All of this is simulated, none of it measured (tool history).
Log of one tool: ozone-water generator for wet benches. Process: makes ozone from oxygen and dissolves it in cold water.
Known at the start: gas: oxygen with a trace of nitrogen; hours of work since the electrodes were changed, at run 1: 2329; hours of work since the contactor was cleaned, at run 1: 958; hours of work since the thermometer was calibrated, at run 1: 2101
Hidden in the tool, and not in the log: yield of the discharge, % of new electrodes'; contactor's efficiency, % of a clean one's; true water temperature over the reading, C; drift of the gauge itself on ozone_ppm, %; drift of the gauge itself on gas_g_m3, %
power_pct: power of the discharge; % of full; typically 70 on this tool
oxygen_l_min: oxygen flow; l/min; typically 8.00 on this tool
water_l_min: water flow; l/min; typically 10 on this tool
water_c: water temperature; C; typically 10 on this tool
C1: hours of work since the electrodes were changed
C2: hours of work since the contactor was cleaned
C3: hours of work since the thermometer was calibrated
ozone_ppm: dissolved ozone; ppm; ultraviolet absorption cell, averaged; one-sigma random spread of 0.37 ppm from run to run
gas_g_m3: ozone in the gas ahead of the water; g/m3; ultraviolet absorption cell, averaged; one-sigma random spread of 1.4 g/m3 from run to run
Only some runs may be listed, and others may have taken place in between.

{"run": 1, "hour": 0.0, "power_pct": 70, "oxygen_l_min": 8.0, "water_l_min": 10, "water_c": 10, "C1": 2329, "C2": 958, "C3": 2101, "ozone_ppm": 58.2, "gas_g_m3": 269.2}
{"run": 2, "hour": 98.5, "power_pct": 70, "oxygen_l_min": 8.0, "water_l_min": 10, "water_c": 10, "C1": 2421, "C2": 1051, "C3": 2193, "ozone_ppm": 58.7, "gas_g_m3": 268.4}
{"run": 3, "hour": 242.9, "power_pct": 70, "oxygen_l_min": 8.0, "water_l_min": 10, "water_c": 10, "C1": 2557, "C2": 1186, "C3": 2329, "ozone_ppm": 58.7, "gas_g_m3": 268.4}
{"run": 4, "hour": 364.0, "power_pct": 70, "oxygen_l_min": 8.0, "water_l_min": 10, "water_c": 15, "C1": 2670, "C2": 1300, "C3": 2442, "ozone_ppm": 51.6, "gas_g_m3": 268.2}
{"run": 5, "hour": 446.4, "power_pct": 64, "oxygen_l_min": 8.0, "water_l_min": 10, "water_c": 15, "C1": 2747, "C2": 1377, "C3": 2519, "ozone_ppm": 50.5, "gas_g_m3": 258.1}
{"run": 6, "hour": 537.7, "power_pct": 64, "oxygen_l_min": 8.0, "water_l_min": 10, "water_c": 15, "C1": 2833, "C2": 1462, "C3": 2605, "ozone_ppm": 49.5, "gas_g_m3": 257.4}
{"run": 7, "hour": 644.0, "power_pct": 64, "oxygen_l_min": 8.0, "water_l_min": 10, "water_c": 15, "C1": 2933, "C2": 1562, "C3": 2705, "ozone_ppm": 50.5, "gas_g_m3": 259.9}
{"run": 8, "hour": 785.5, "power_pct": 64, "oxygen_l_min": 8.0, "water_l_min": 8, "water_c": 15, "C1": 3065, "C2": 1694, "C3": 2837, "ozone_ppm": 56.9, "gas_g_m3": 257.7}
{"run": 9, "hour": 919.6, "power_pct": 64, "oxygen_l_min": 8.0, "water_l_min": 8, "water_c": 15, "C1": 3191, "C2": 1820, "C3": 2963, "ozone_ppm": 56.0, "gas_g_m3": 258.1}
{"run": 10, "hour": 1019.2, "power_pct": 70, "oxygen_l_min": 8.0, "water_l_min": 10, "water_c": 5, "C1": 3284, "C2": 1914, "C3": 3056, "ozone_ppm": 64.0, "gas_g_m3": 273.9}
{"run": 11, "hour": 1161.5, "power_pct": 70, "oxygen_l_min": 8.0, "water_l_min": 10, "water_c": 10, "C1": 3418, "C2": 2047, "C3": 3190, "ozone_ppm": 58.4, "gas_g_m3": 271.4}
{"run": 12, "hour": 1253.0, "power_pct": 70, "oxygen_l_min": 8.0, "water_l_min": 16, "water_c": 10, "C1": 3503, "C2": 2133, "C3": 3275, "ozone_ppm": 41.0, "gas_g_m3": 272.4}
{"hour": 1289.7, "done": "contactor cleaned"}
{"run": 13, "hour": 1366.3, "power_pct": 70, "oxygen_l_min": 8.0, "water_l_min": 10, "water_c": 10, "C1": 3606, "C2": 72, "C3": 3378, "ozone_ppm": 58.7, "gas_g_m3": 273.9}
{"run": 14, "hour": 1500.2, "power_pct": 43, "oxygen_l_min": 6.04, "water_l_min": 10, "water_c": 6, "C1": 3731, "C2": 197, "C3": 3503, "ozone_ppm": 53.9, "gas_g_m3": 256.4}

Run 15 comes next. What will it give?
{"run": 15, "hour": 1590.0, "power_pct": 43, "oxygen_l_min": 6.04, "water_l_min": 10, "water_c": 6, "C1": 3815, "C2": 281, "C3": 3587, "ozone_ppm": "?", "gas_g_m3": "?"}

ozone_ppm: 53.4 ppm
gas_g_m3: 259.1 g/m3
If the tool had no hidden condition, the same run with the same run-to-run variation would have returned ozone_ppm 53.5 ppm, gas_g_m3 253.9 g/m3.
